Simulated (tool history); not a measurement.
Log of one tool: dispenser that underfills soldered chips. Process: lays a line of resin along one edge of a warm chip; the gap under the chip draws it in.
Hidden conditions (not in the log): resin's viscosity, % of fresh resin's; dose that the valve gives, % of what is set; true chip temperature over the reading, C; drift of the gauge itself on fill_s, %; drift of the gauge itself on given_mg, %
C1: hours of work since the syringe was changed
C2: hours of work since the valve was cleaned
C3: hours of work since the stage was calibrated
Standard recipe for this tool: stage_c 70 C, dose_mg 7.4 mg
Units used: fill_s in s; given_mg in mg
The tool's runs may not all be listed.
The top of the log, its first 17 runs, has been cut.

{"hour": 156.8, "done": "new syringe of resin"}
{"run": 18, "hour": 158.8, "stage_c": 63, "dose_mg": 8.91, "C1": 1, "C2": 78, "C3": 245, "fill_s": 163.7, "given_mg": 8.73}
{"hour": 163.5, "done": "dispensing valve cleaned and set on the balance"}
{"hour": 166.6, "done": "new syringe of resin"}
{"run": 19, "hour": 170.3, "stage_c": 63, "dose_mg": 8.91, "C1": 2, "C2": 4, "C3": 251, "fill_s": 177.8, "given_mg": 8.93}
{"hour": 175.4, "done": "new syringe of resin"}
{"run": 20, "hour": 178.1, "stage_c": 78, "dose_mg": 7.9, "C1": 2, "C2": 9, "C3": 256, "fill_s": 82.7, "given_mg": 7.91}
{"hour": 184.0, "done": "new syringe of resin"}
{"run": 21, "hour": 189.5, "stage_c": 78, "dose_mg": 7.9, "C1": 3, "C2": 16, "C3": 263, "fill_s": 93.3, "given_mg": 7.9}
{"hour": 192.8, "done": "new syringe of resin"}
{"run": 22, "hour": 197.2, "stage_c": 65, "dose_mg": 7.9, "C1": 3, "C2": 21, "C3": 268, "fill_s": 165.4, "given_mg": 7.9}
{"hour": 201.7, "done": "new syringe of resin"}
{"run": 23, "hour": 207.6, "stage_c": 61, "dose_mg": 9.17, "C1": 4, "C2": 27, "C3": 274, "fill_s": 210.2, "given_mg": 9.16}
{"hour": 211.4, "done": "new syringe of resin"}
{"run": 24, "hour": 216.1, "stage_c": 75, "dose_mg": 8.67, "C1": 3, "C2": 32, "C3": 279, "fill_s": 101.1, "given_mg": 8.63}
{"hour": 220.3, "done": "new syringe of resin"}
{"run": 25, "hour": 223.3, "stage_c": 75, "dose_mg": 8.67, "C1": 2, "C2": 37, "C3": 284, "fill_s": 93.3, "given_mg": 8.62}
{"hour": 229.2, "done": "new syringe of resin"}
{"run": 26, "hour": 234.8, "stage_c": 57, "dose_mg": 7.58, "C1": 4, "C2": 44, "C3": 291, "fill_s": 261.3, "given_mg": 7.51}
{"hour": 238.5, "done": "new syringe of resin"}
{"run": 27, "hour": 242.7, "stage_c": 57, "dose_mg": 7.58, "C1": 3, "C2": 49, "C3": 296, "fill_s": 241.1, "given_mg": 7.51}
{"hour": 247.6, "done": "new syringe of resin"}
{"run": 28, "hour": 248.7, "stage_c": 57, "dose_mg": 7.58, "C1": 1, "C2": 53, "C3": 299, "fill_s": 211.7, "given_mg": 7.5}
{"hour": 256.6, "done": "new syringe of resin"}
{"run": 29, "hour": 259.7, "stage_c": 57, "dose_mg": 7.58, "C1": 2, "C2": 59, "C3": 306, "fill_s": 232.2, "given_mg": 7.46}
{"hour": 265.6, "done": "new syringe of resin"}
{"run": 30, "hour": 270.4, "stage_c": 67, "dose_mg": 7.4, "C1": 3, "C2": 66, "C3": 313, "fill_s": 151.9, "given_mg": 7.28}
{"hour": 275.1, "done": "new syringe of resin"}
{"hour": 278.7, "done": "stage's temperature calibrated"}
{"run": 31, "hour": 284.4, "stage_c": 67, "dose_mg": 7.4, "C1": 5, "C2": 74, "C3": 4, "fill_s": 212, "given_mg": 7.28}
{"hour": 285.8, "done": "new syringe of resin"}
{"hour": 294.5, "done": "new syringe of resin"}
{"hour": 296.5, "done": "dispensing valve cleaned and set on the balance"}
{"run": 32, "hour": 297.6, "stage_c": 65, "dose_mg": 7.4, "C1": 1, "C2": 1, "C3": 11, "fill_s": 172, "given_mg": 7.4}
{"hour": 304.9, "done": "new syringe of resin"}
{"run": 33, "hour": 308.7, "stage_c": 65, "dose_mg": 7.4, "C1": 2, "C2": 8, "C3": 18, "fill_s": 181.8, "given_mg": 7.38}
{"hour": 314.1, "done": "new syringe of resin"}
{"run": 34, "hour": 318.8, "stage_c": 65, "dose_mg": 7.4, "C1": 3, "C2": 14, "C3": 24, "fill_s": 187.9, "given_mg": 7.34}

Predict each of these 3 candidate next runs independently; none follows another, all start after run 34:
{"hour": 323.1, "done": "new syringe of resin"}
{"run": "A", "hour": 329.5, "stage_c": 57, "dose_mg": 6.85, "C1": 4, "C2": 21, "C3": 31, "fill_s": "?", "given_mg": "?"}
{"hour": 323.1, "done": "new syringe of resin"}
{"run": "B", "hour": 329.5, "stage_c": 79, "dose_mg": 6.91, "C1": 4, "C2": 21, "C3": 31, "fill_s": "?", "given_mg": "?"}
{"hour": 323.1, "done": "new syringe of resin"}
{"run": "C", "hour": 329.5, "stage_c": 78, "dose_mg": 8.91, "C1": 4, "C2": 21, "C3": 31, "fill_s": "?", "given_mg": "?"}

run=A fill_s=321 given_mg=6.79
run=B fill_s=109 given_mg=6.85
run=C fill_s=107.2 given_mg=8.84
Without the tool's hidden state the same runs would have given:
run=A fill_s=230.2 given_mg=6.84
run=B fill_s=78.4 given_mg=6.9
run=C fill_s=77.1 given_mg=8.9
